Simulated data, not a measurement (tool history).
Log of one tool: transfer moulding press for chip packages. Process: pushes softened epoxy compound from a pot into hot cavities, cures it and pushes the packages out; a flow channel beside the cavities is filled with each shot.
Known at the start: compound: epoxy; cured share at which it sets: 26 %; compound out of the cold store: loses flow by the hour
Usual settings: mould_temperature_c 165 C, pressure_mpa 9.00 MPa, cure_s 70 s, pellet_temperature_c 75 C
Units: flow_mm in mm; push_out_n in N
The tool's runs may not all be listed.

run   hour  mould_temperature_c  pressure_mpa  cure_s  pellet_temperature_c  incoming compound's hours out of the cold store  flow_mm  push_out_n
  1    0.0                  165          9.00      70                    75                                             24.6      826         487
      24.2  -- cavities cleaned with cleaning compound and waxed
      28.2  -- mould's thermocouples calibrated
  2   28.2                  170          9.00      70                    75                                             11.1      873         430
  3   66.2                  170          9.00      70                    75                                             33.0      778         451
      80.6  -- cavities cleaned with cleaning compound and waxed
  4   90.3                  165          9.00      70                    75                                             41.6      758         494
  5  128.9                  165          9.00      70                    75                                             47.9      733         494
     136.6  -- cavities cleaned with cleaning compound and waxed
  6  167.2                  168          9.00      70                    75                                             47.0      731         460
     191.2  -- cavities cleaned with cleaning compound and waxed
  7  203.4                  168          9.00      70                    75                                             18.4      843         439
  8  234.2                  168          9.00      70                    75                                             10.8      885         474
     246.6  -- cavities cleaned with cleaning compound and waxed
  9  283.2                  168          9.00      70                    75                                             30.8      798         463
     301.5  -- cavities cleaned with cleaning compound and waxed
 10  326.6                  168          9.00      70                    67                                             28.7      800         452
     357.1  -- cavities cleaned with cleaning compound and waxed
 11  370.4                  168          9.00      70                    67                                             28.6      794         463
     401.3  -- plunger's sealing rings changed
     414.1  -- cavities cleaned with cleaning compound and waxed
 12  420.4                  168          9.00      70                    67                                             37.6      767         446
 13  454.6                  165          9.00     106                    75                                             23.6      837         439
     467.2  -- cavities cleaned with cleaning compound and waxed
 14  500.6                  170          8.11      68                    78                                             14.2      810         450
     522.1  -- cavities cleaned with cleaning compound and waxed
 15  523.0                  170          8.11      85                    78                                              8.2      846         432
 16  568.6                  162          9.90      77                    83                                             42.8      802         510
     577.8  -- cavities cleaned with cleaning compound and waxed
 17  608.2                  162          9.90      77                    83                                             22.4      899         478
     631.6  -- cavities cleaned with cleaning compound and waxed
 18  654.9                  162          9.90     101                    79                                             28.1      869         440
     686.9  -- cavities cleaned with cleaning compound and waxed
 19  686.9                  162          9.90     101                    79                                             14.8      933         444
 20  730.4                  165          9.08      53                    75                                             28.5      817         815
     742.2  -- cavities cleaned with cleaning compound and waxed
 21  782.1                  158          9.38      52                    82                                             38.4      810        1310
     798.3  -- cavities cleaned with cleaning compound and waxed
 22  805.5                  158          9.38      52                    82                                             12.6      936        1461
 23  835.5                  158          9.38      52                    82                                             25.1      884        1394

Hidden state or all else? Some run-to-run changes of push_out_n, split into what the settings, what came in and random variation would give without the hidden state, and what is left for the hidden state (with any gauge scatter that isn't in both results):
The hidden state here: true mould temperature over the reading, C; pressure that reaches the compound, % of what is set; grip of the stained cavities, % over clean ones'; drift of the gauge itself on flow_mm, %; drift of the gauge itself on push_out_n, %.
Run 19 -> 20: mould_temperature_c 162 -> 165, pressure_mpa 9.90 -> 9.08, cure_s 101 -> 53, pellet_temperature_c 79 -> 75. push_out_n +371 N: hidden state +12, all else +359.
Run 20 -> 21: mould_temperature_c 165 -> 158, pressure_mpa 9.08 -> 9.38, cure_s 53 -> 52, pellet_temperature_c 75 -> 82, cavities cleaned with cleaning compound and waxed. push_out_n +495 N: hidden state +6, all else +489.
Run 22 -> 23: no setting changed, nothing entered. push_out_n -67 N: hidden state +10, all else -77.

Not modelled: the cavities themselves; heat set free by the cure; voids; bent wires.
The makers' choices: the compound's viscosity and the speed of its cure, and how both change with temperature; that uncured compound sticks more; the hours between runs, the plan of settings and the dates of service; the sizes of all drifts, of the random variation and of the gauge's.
